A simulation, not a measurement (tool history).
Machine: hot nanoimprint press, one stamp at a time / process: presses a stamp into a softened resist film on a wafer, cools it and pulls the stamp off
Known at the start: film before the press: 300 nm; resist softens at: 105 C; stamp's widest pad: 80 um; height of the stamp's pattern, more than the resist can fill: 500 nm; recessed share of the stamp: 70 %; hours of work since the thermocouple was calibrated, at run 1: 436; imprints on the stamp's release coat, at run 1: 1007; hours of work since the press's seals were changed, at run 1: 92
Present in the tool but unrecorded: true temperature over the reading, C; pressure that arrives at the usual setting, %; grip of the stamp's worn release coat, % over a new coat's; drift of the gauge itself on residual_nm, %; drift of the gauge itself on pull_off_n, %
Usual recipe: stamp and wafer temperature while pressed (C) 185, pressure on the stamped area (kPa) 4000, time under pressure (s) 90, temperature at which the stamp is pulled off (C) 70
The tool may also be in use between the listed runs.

| run | hour | stamp and wafer temperature while pressed (C) | pressure on the stamped area (kPa) | time under pressure (s) | temperature at which the stamp is pulled off (C) | hours of work since the thermocouple was calibrated | imprints on the stamp's release coat | hours of work since the press's seals were changed | resist left under the stamp's widest pad (Å) | greatest force while the stamp is pulled off (N) |
|---|---|---|---|---|---|---|---|---|---|---|
| 1 | 0 | 185 | 4000 | 90 | 70 | 436 | 1007 | 92 | 1516 | 114 |
| 2 | 7.2 | 185 | 4000 | 90 | 70 | 440 | 1020 | 96 | 1534 | 120 |
| 3 | 12.9 | 185 | 4000 | 90 | 70 | 443 | 1031 | 100 | 1523 | 119 |
| 4 | 22.7 | 185 | 4000 | 90 | 70 | 449 | 1049 | 105 | 1544 | 120 |
| 5 | 30.3 | 185 | 4000 | 90 | 70 | 453 | 1063 | 110 | 1540 | 122 |
| 6 | 39.6 | 185 | 4000 | 90 | 70 | 459 | 1080 | 115 | 1516 | 117 |
| 7 | 46 | 185 | 4000 | 90 | 70 | 463 | 1092 | 119 | 1553 | 117 |
| 8 | 54.6 | 185 | 4000 | 90 | 70 | 468 | 1108 | 124 | 1537 | 114 |
| 9 | 63.6 | 185 | 4000 | 90 | 70 | 473 | 1125 | 129 | 1538 | 119 |
| 10 | 72.9 | 185 | 4000 | 90 | 70 | 478 | 1142 | 135 | 1531 | 118 |
| 11 | 83.6 | 179 | 3240 | 90 | 70 | 485 | 1162 | 141 | 2038 | 115 |
| 12 | 91.9 | 182 | 5000 | 90 | 70 | 490 | 1178 | 146 | 1535 | 116 |
| 13 | 104.8 | 185 | 5170 | 90 | 64 | 497 | 1202 | 154 | 1349 | 131 |

Expected results for the next run?
| 14 | 112.8 | 183 | 2420 | 70 | 77 | 502 | 1217 | 158 | ? | ? |

resist left under the stamp's widest pad (Å): 2173
greatest force while the stamp is pulled off (N): 99
Minus the tool's unlogged condition, the same run would have read resist left under the stamp's widest pad (Å) 2170, greatest force while the stamp is pulled off (N) 99.
